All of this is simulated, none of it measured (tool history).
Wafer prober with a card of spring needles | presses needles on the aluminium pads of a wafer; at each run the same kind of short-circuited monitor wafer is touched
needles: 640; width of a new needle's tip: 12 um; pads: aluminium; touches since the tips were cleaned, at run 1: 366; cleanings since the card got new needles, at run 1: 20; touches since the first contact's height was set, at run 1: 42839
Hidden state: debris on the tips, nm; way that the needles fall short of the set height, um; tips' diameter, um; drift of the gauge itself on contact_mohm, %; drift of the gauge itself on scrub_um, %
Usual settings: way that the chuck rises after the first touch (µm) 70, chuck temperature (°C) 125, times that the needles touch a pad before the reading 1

| run | hour | way that the chuck rises after the first touch (µm) | chuck temperature (°C) | times that the needles touch a pad before the reading | touches since the tips were cleaned | cleanings since the card got new needles | touches since the first contact's height was set | resistance of one needle with its contact and lead (mohm) | way that a needle slides on the pad (µm) |
|---|---|---|---|---|---|---|---|---|---|
| 1 | 0 | 70 | 125 | 1 | 366 | 20 | 42839 | 132 | 10.726 |
|  | 17.2 | tips cleaned on abrasive film |
|  | 36.4 | tips cleaned on abrasive film |
| 2 | 36.4 | 70 | 125 | 1 | 0 | 22 | 51914 | 132 | 10.694 |
|  | 54.9 | tips cleaned on abrasive film |
| 3 | 71.9 | 70 | 125 | 1 | 4282 | 23 | 60793 | 154 | 10.679 |
|  | 76.6 | tips cleaned on abrasive film |
|  | 76.9 | height of the first contact set anew |
|  | 98.6 | tips cleaned on abrasive film |
|  | 117.7 | tips cleaned on abrasive film |
| 4 | 117.7 | 70 | 125 | 1 | 0 | 26 | 10167 | 131 | 10.83 |
|  | 136.1 | tips cleaned on abrasive film |
|  | 156.2 | tips cleaned on abrasive film |
|  | 178.4 | tips cleaned on abrasive film |
| 5 | 191.6 | 70 | 125 | 1 | 3300 | 29 | 28612 | 150 | 10.777 |
|  | 200.1 | tips cleaned on abrasive film |
|  | 222.4 | tips cleaned on abrasive film |
|  | 240.8 | tips cleaned on abrasive film |
|  | 263.2 | tips cleaned on abrasive film |
| 6 | 274.8 | 70 | 125 | 1 | 2920 | 33 | 49362 | 147 | 10.728 |
|  | 283 | tips cleaned on abrasive film |
|  | 301.4 | tips cleaned on abrasive film |
| 7 | 313.9 | 68 | 125 | 1 | 3124 | 35 | 59101 | 147 | 10.413 |
|  | 323.1 | tips cleaned on abrasive film |
|  | 323.4 | height of the first contact set anew |
|  | 345.9 | tips cleaned on abrasive film |
|  | 366.9 | tips cleaned on abrasive film |
| 8 | 366.9 | 68 | 125 | 1 | 0 | 38 | 10829 | 131 | 10.493 |
|  | 389.4 | tips cleaned on abrasive film |
|  | 412 | tips cleaned on abrasive film |
| 9 | 419.6 | 70 | 44 | 1 | 1909 | 40 | 24007 | 133 | 10.785 |
|  | 433.4 | tips cleaned on abrasive film |
|  | 453.8 | tips cleaned on abrasive film |
|  | 476.8 | tips cleaned on abrasive film |
| 10 | 481.4 | 70 | 44 | 1 | 1151 | 43 | 39407 | 131 | 10.748 |
|  | 499.4 | tips cleaned on abrasive film |
|  | 522.4 | tips cleaned on abrasive film |
|  | 543.9 | tips cleaned on abrasive film |
| 11 | 558.1 | 70 | 44 | 1 | 3539 | 46 | 58543 | 144 | 10.708 |
|  | 562.7 | tips cleaned on abrasive film |
|  | 567.6 | height of the first contact set anew |
|  | 585 | tips cleaned on abrasive film |
| 12 | 594.7 | 70 | 83 | 1 | 2423 | 48 | 6752 | 138 | 10.825 |
|  | 603.9 | tips cleaned on abrasive film |
|  | 625.9 | tips cleaned on abrasive film |
|  | 647.8 | tips cleaned on abrasive film |
|  | 667.9 | tips cleaned on abrasive film |
| 13 | 667.9 | 70 | 83 | 1 | 0 | 52 | 25017 | 124 | 10.78 |
|  | 690.3 | tips cleaned on abrasive film |
|  | 711.8 | tips cleaned on abrasive film |
|  | 733.5 | tips cleaned on abrasive film |
| 14 | 746.4 | 70 | 83 | 1 | 3214 | 55 | 44590 | 147 | 10.716 |
|  | 755.6 | tips cleaned on abrasive film |
|  | 777.9 | tips cleaned on abrasive film |
|  | 800.5 | tips cleaned on abrasive film |
|  | 814.3 | height of the first contact set anew |
|  | 822.7 | tips cleaned on abrasive film |
| 15 | 824.3 | 72 | 63 | 2 | 400 | 59 | 2477 | 122 | 11.133 |
|  | 842 | tips cleaned on abrasive film |
|  | 863.9 | tips cleaned on abrasive film |
| 16 | 866.4 | 58 | 125 | 3 | 624 | 61 | 12978 | 129 | 8.941 |

The next listed run, before its measurement:
|  | 884.6 | tips cleaned on abrasive film |
|  | 906.7 | tips cleaned on abrasive film |
| 17 | 908.3 | 58 | 125 | 3 | 411 | 63 | 23437 | ? | ? |

resistance of one needle with its contact and lead (mohm): 129
way that a needle slides on the pad (µm): 8.912
Without the tool's hidden state the same run would have given resistance of one needle with its contact and lead (mohm) 126, way that a needle slides on the pad (µm) 8.987.
